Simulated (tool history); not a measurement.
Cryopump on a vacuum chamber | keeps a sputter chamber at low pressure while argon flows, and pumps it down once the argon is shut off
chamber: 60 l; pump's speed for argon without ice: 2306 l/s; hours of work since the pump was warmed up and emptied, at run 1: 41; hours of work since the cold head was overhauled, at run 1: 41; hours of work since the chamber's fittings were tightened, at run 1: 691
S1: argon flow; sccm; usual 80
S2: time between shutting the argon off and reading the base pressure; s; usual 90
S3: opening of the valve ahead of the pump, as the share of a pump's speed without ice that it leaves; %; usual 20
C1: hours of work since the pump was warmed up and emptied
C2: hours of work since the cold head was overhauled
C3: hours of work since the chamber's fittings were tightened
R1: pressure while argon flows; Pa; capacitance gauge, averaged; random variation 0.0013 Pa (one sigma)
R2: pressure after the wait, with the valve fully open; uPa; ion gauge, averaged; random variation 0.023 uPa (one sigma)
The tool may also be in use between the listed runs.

Run 1, day 0: usual settings; C1 41; C2 41; C3 691. Result: R1 0.2954 Pa, R2 1.4 uPa.
Run 2, day 0.308: usual settings; C1 46; C2 46; C3 696. Result: R1 0.2973 Pa, R2 1.42 uPa.
Run 3, day 0.671: usual settings but S2 219 s; C1 52; C2 52; C3 702. Result: R1 0.2948 Pa, R2 1.04 uPa.
Run 4, day 1.158: usual settings but S1 94 sccm, S2 219 s; C1 59; C2 59; C3 709. Result: R1 0.3474 Pa, R2 1.07 uPa.
Run 5, day 1.621: usual settings but S3 30 %; C1 67; C2 67; C3 717. Result: R1 0.1972 Pa, R2 1.44 uPa.
Run 6, day 1.975: usual settings; C1 72; C2 72; C3 722. Result: R1 0.2954 Pa, R2 1.48 uPa.
Run 7, day 2.458: usual settings but S3 52 %; C1 80; C2 80; C3 730. Result: R1 0.115 Pa, R2 1.48 uPa.
Run 8, day 2.783: usual settings but S3 52 %; C1 85; C2 85; C3 735. Result: R1 0.1172 Pa, R2 1.51 uPa.
Run 9, day 3.208: usual settings but S3 52 %; C1 92; C2 92; C3 742. Result: R1 0.1159 Pa, R2 1.45 uPa.
Run 10, day 3.829: usual settings but S1 35 sccm, S3 52 %; C1 102; C2 102; C3 752. Result: R1 0.0514 Pa, R2 1.46 uPa.
Run 11, day 4.304: usual settings but S2 29 s, S3 48 %; C1 110; C2 110; C3 760. Result: R1 0.1254 Pa, R2 2.95 uPa.
Run 12, day 4.758: usual settings but S1 59 sccm, S2 87 s, S3 27 %; C1 117; C2 117; C3 767. Result: R1 0.1638 Pa, R2 1.56 uPa.
Run 13, day 5.083: usual settings but S1 66 sccm, S2 188 s, S3 58 %; C1 122; C2 122; C3 772. Result: R1 0.0871 Pa, R2 1.21 uPa.
Run 14, day 5.738: usual settings but S2 227 s; C1 132; C2 132; C3 782. Result: R1 0.2987 Pa, R2 1.13 uPa.
Run 15, day 6.35: usual settings but S1 68 sccm, S2 227 s, S3 26 %; C1 142; C2 142; C3 792. Result: R1 0.1962 Pa, R2 1.16 uPa.
Run 16, day 7.017: usual settings but S1 135 sccm; C1 153; C2 153; C3 803. Result: R1 0.5052 Pa, R2 1.57 uPa.
Run 17, day 7.333: usual settings but S1 65 sccm; C1 158; C2 158; C3 808. Result: R1 0.2436 Pa, R2 1.56 uPa.
Run 18, day 7.892: usual settings but S1 65 sccm; C1 167; C2 167; C3 817. Result: R1 0.2429 Pa, R2 1.57 uPa.
Run 19, day 8.338: usual settings but S1 128 sccm, S2 26 s, S3 21 %; C1 174; C2 174; C3 824. Result: R1 0.4613 Pa, R2 3.3 uPa.
Run 20, day 8.8: usual settings but S2 240 s; C1 181; C2 181; C3 831. Result: R1 0.2978 Pa, R2 1.18 uPa.

Hidden state or all else? Some run-to-run changes of R1, split into what the settings, what came in and random variation would give without the hidden state, and what is left for the hidden state (with any gauge scatter that isn't in both results):
The hidden state here: pump's speed, % of a pump's without ice; cold plate's temperature, K; leak into the chamber, uPa l/s; drift of the gauge itself on working_pa, %; drift of the gauge itself on base_upa, %.
Run 15 -> 16: S1 68 -> 135, S2 227 -> 90, S3 26 -> 20. R1 +0.309 Pa: hidden state +0.0052, all else +0.3038.
Run 16 -> 17: S1 135 -> 65. R1 -0.2616 Pa: hidden state -0.0049, all else -0.2567.
Run 18 -> 19: S1 65 -> 128, S2 90 -> 26, S3 20 -> 21. R1 +0.2184 Pa: hidden state +0.0056, all else +0.2128.

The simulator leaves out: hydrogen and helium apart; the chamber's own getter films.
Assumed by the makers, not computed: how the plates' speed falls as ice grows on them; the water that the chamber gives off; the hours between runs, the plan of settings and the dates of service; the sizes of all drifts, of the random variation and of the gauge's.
